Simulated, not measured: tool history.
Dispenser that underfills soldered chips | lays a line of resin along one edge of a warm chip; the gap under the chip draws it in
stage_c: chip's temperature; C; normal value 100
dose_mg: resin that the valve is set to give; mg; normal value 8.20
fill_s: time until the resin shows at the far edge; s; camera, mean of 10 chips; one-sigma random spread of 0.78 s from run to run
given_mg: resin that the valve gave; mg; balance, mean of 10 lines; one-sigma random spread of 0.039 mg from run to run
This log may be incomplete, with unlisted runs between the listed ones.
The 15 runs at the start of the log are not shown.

At day 2.779: new syringe of resin.
Run 16, day 2.933: usual settings but stage_c 113 C. Result: fill_s 52.2 s, given_mg 7.94 mg.
Run 17, day 3.171: usual settings but stage_c 113 C. Result: fill_s 61.8 s, given_mg 7.97 mg.
At day 3.275: new syringe of resin.
Run 18, day 3.392: usual settings but stage_c 113 C. Result: fill_s 51.5 s, given_mg 7.95 mg.
Run 19, day 3.508: usual settings but dose_mg 7.98 mg. Result: fill_s 92.5 s, given_mg 7.69 mg.
Run 20, day 3.642: usual settings but dose_mg 7.98 mg. Result: fill_s 100.8 s, given_mg 7.78 mg.
At day 3.779: new syringe of resin.
Run 21, day 3.792: usual settings but dose_mg 7.98 mg. Result: fill_s 76.4 s, given_mg 7.69 mg.
Run 22, day 3.892: usual settings but stage_c 89 C, dose_mg 8.65 mg. Result: fill_s 124.1 s, given_mg 8.42 mg.
Run 23, day 4.058: usual settings but stage_c 85 C, dose_mg 8.65 mg. Result: fill_s 166.4 s, given_mg 8.35 mg.
At day 4.279: new syringe of resin.
Run 24, day 4.296: usual settings but stage_c 88 C, dose_mg 9.83 mg. Result: fill_s 120.3 s, given_mg 9.40 mg.
Run 25, day 4.525: usual settings but stage_c 87 C, dose_mg 7.31 mg. Result: fill_s 154.0 s, given_mg 7.04 mg.
Run 26, day 4.721: usual settings but stage_c 87 C, dose_mg 9.45 mg. Result: fill_s 178.9 s, given_mg 9.07 mg.
At day 4.779: new syringe of resin.
Run 27, day 4.975: usual settings but stage_c 105 C, dose_mg 10.47 mg. Result: fill_s 69.4 s, given_mg 9.97 mg.
At day 5.096: dispensing valve cleaned and set on the balance.
Run 28, day 5.246: usual settings but stage_c 105 C, dose_mg 10.47 mg. Result: fill_s 85.8 s, given_mg 10.44 mg.
At day 5.325: new syringe of resin.
Run 29, day 5.383: usual settings but stage_c 105 C, dose_mg 10.47 mg. Result: fill_s 62.5 s, given_mg 10.40 mg.
Run 30, day 5.592: usual settings but stage_c 105 C, dose_mg 10.47 mg. Result: fill_s 75.2 s, given_mg 10.36 mg.
Run 31, day 5.762: usual settings but stage_c 98 C. Result: fill_s 116.2 s, given_mg 8.12 mg.
At day 5.825: new syringe of resin.
Run 32, day 5.958: usual settings but stage_c 98 C. Result: fill_s 89.2 s, given_mg 8.16 mg.
Run 33, day 6.104: usual settings but stage_c 98 C. Result: fill_s 102.8 s, given_mg 8.15 mg.
At day 6.325: new syringe of resin.
Run 34, day 6.342: usual settings but stage_c 108 C. Result: fill_s 57.0 s, given_mg 8.07 mg.
Run 35, day 6.542: usual settings but stage_c 99 C, dose_mg 8.83 mg. Result: fill_s 90.6 s, given_mg 8.67 mg.
Run 36, day 6.683: usual settings but stage_c 112 C, dose_mg 8.35 mg. Result: fill_s 64.2 s, given_mg 8.15 mg.

Forecast each of these 3 alternatives for the next run:
At day 6.821: new syringe of resin.
Run A, day 6.921: usual settings but dose_mg 10.52 mg. Result: fill_s ?, given_mg ?.
At day 6.821: new syringe of resin.
Run B, day 6.921: usual settings but stage_c 112 C, dose_mg 7.10 mg. Result: fill_s ?, given_mg ?.
At day 6.821: new syringe of resin.
Run C, day 6.921: usual settings but dose_mg 7.22 mg. Result: fill_s ?, given_mg ?.

run  fill_s  given_mg
  A    77.9     10.26
  B    53.5      6.98
  C    82.7      7.13
The same runs, with their run-to-run variation unchanged, on a tool lacking any hidden condition would have given:
run  fill_s  given_mg
  A    70.1     10.50
  B    48.0      7.14
  C    73.9      7.29

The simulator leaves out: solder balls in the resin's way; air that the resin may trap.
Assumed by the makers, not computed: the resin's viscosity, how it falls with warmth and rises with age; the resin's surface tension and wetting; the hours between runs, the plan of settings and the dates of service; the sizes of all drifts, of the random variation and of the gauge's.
